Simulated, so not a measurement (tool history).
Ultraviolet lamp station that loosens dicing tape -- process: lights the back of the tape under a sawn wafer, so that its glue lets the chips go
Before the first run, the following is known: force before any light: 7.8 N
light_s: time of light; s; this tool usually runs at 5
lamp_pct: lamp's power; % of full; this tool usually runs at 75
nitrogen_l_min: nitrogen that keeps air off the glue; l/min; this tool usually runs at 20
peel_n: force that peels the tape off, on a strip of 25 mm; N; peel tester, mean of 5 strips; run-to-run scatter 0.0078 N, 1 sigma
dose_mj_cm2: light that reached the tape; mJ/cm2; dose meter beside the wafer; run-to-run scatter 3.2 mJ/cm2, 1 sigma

Run 1, hour 0.0: usual settings. Result: peel_n 0.311 N, dose_mj_cm2 504 mJ/cm2.
Run 2, hour 5.7: usual settings but nitrogen_l_min 6 l/min. Result: peel_n 0.597 N, dose_mj_cm2 498 mJ/cm2.
Run 3, hour 13.7: usual settings. Result: peel_n 0.309 N, dose_mj_cm2 488 mJ/cm2.
Run 4, hour 20.8: usual settings. Result: peel_n 0.321 N, dose_mj_cm2 487 mJ/cm2.
Run 5, hour 26.6: usual settings. Result: peel_n 0.326 N, dose_mj_cm2 495 mJ/cm2.
Run 6, hour 30.4: usual settings. Result: peel_n 0.334 N, dose_mj_cm2 494 mJ/cm2.
Run 7, hour 38.1: usual settings but lamp_pct 78 % of full. Result: peel_n 0.312 N, dose_mj_cm2 511 mJ/cm2.
Run 8, hour 44.2: usual settings but lamp_pct 78 % of full. Result: peel_n 0.310 N, dose_mj_cm2 506 mJ/cm2.
Run 9, hour 51.5: usual settings. Result: peel_n 0.334 N, dose_mj_cm2 483 mJ/cm2.
Run 10, hour 59.2: usual settings. Result: peel_n 0.324 N, dose_mj_cm2 485 mJ/cm2.
Run 11, hour 67.8: usual settings but light_s 4 s, lamp_pct 72 % of full. Result: peel_n 0.553 N, dose_mj_cm2 367 mJ/cm2.
Run 12, hour 73.4: usual settings but light_s 4 s, lamp_pct 86 % of full. Result: peel_n 0.399 N, dose_mj_cm2 440 mJ/cm2.
Run 13, hour 78.6: usual settings but light_s 9 s, nitrogen_l_min 13 l/min. Result: peel_n 0.198 N, dose_mj_cm2 861 mJ/cm2.
Run 14, hour 84.5: usual settings but lamp_pct 90 % of full. Result: peel_n 0.250 N, dose_mj_cm2 579 mJ/cm2.
Run 15, hour 89.7: usual settings but lamp_pct 90 % of full. Result: peel_n 0.270 N, dose_mj_cm2 567 mJ/cm2.

For run 16, what comes out?
Run 16, hour 93.5: usual settings but lamp_pct 90 % of full. Result: peel_n ?, dose_mj_cm2 ?.

{"run 16": {"peel_n": 0.255, "dose_mj_cm2": 568}}
On a tool with no hidden condition, and with the same random variation, this run would have come out at peel_n 0.233 N, dose_mj_cm2 611 mJ/cm2.
